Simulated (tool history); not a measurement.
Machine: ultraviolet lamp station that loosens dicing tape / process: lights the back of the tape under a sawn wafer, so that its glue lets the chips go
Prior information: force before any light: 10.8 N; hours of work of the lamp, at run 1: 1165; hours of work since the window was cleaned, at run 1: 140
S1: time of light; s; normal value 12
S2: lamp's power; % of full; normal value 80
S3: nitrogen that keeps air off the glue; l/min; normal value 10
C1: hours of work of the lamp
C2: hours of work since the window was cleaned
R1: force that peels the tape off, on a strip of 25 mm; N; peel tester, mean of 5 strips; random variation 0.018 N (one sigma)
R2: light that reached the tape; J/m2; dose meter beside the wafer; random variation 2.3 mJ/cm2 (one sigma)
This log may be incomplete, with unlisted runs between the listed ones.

| run | hour | S1 | S2 | S3 | C1 | C2 | R1 | R2 |
|---|---|---|---|---|---|---|---|---|
| 1 | 0.0 | 12 | 80 | 10 | 1165 | 140 | 1.432 | 1890 |
| 2 | 62.0 | 12 | 97 | 10 | 1203 | 178 | 0.985 | 2220 |
| 3 | 106.0 | 12 | 97 | 10 | 1230 | 205 | 0.997 | 2270 |
| 4 | 164.2 | 12 | 97 | 10 | 1266 | 241 | 1.040 | 2150 |
| 5 | 225.2 | 12 | 97 | 10 | 1304 | 279 | 1.107 | 2160 |
| 6 | 270.4 | 12 | 97 | 10 | 1332 | 307 | 1.090 | 2100 |
| 7 | 330.5 | 12 | 97 | 10 | 1369 | 344 | 1.185 | 2110 |
| 8 | 359.2 | 12 | 97 | 10 | 1387 | 362 | 1.198 | 2090 |
| 9 | 402.0 | 12 | 97 | 10 | 1413 | 388 | 1.209 | 2060 |
| 10 | 469.3 | 12 | 97 | 10 | 1455 | 430 | 1.269 | 2030 |
| 11 | 534.8 | 12 | 97 | 10 | 1495 | 470 | 1.299 | 1990 |
| 12 | 598.3 | 12 | 80 | 5 | 1534 | 509 | 2.515 | 1650 |
| 13 | 634.5 | 12 | 80 | 5 | 1557 | 532 | 2.556 | 1550 |
| 14 | 685.8 | 10 | 80 | 20 | 1588 | 563 | 2.217 | 1280 |
|  | 748.0 | lamp changed |
| 15 | 752.6 | 8 | 79 | 10 | 3 | 604 | 2.585 | 1330 |
| 16 | 786.6 | 8 | 79 | 10 | 24 | 625 | 2.611 | 1320 |
|  | 795.2 | window cleaned of glue's vapour |
| 17 | 818.1 | 8 | 62 | 4 | 43 | 14 | 3.750 | 1180 |
| 18 | 874.7 | 9 | 91 | 4 | 78 | 49 | 2.080 | 1970 |
| 19 | 918.7 | 9 | 91 | 4 | 105 | 76 | 2.097 | 1940 |
| 20 | 960.9 | 9 | 91 | 4 | 131 | 102 | 2.045 | 1920 |
| 21 | 989.4 | 9 | 91 | 4 | 149 | 120 | 2.132 | 1930 |
| 22 | 1055.7 | 11 | 74 | 11 | 190 | 161 | 1.444 | 1860 |
| 23 | 1089.5 | 11 | 74 | 11 | 211 | 182 | 1.392 | 1860 |

Some steps in R1, run to run, broken into two amounts with sign: the step expected even without the hidden condition (settings, incoming material, random variation), and the rest, left for the hidden condition together with whatever gauge scatter is not in both the measured and the hidden-condition-free result:
What the log doesn't record here: lamp's light, % of a new lamp's; light that the window lets through, % of a clean one's; drift of the gauge itself on peel_n, %; drift of the gauge itself on dose_mj_cm2, %.
Run 11 -> 12: S2 97 -> 80, S3 10 -> 5. R1 +1.216 N: hidden state +0.481, all else +0.735.
Run 14 -> 15: S1 10 -> 8, S2 80 -> 79, S3 20 -> 10, lamp changed. R1 +0.368 N: hidden state -0.635, all else +1.003.
Run 16 -> 17: S2 79 -> 62, S3 10 -> 4, window cleaned of glue's vapour. R1 +1.139 N: hidden state -0.543, all else +1.682.
Run 17 -> 18: S1 8 -> 9, S2 62 -> 91. R1 -1.670 N: hidden state +0.036, all else -1.706.

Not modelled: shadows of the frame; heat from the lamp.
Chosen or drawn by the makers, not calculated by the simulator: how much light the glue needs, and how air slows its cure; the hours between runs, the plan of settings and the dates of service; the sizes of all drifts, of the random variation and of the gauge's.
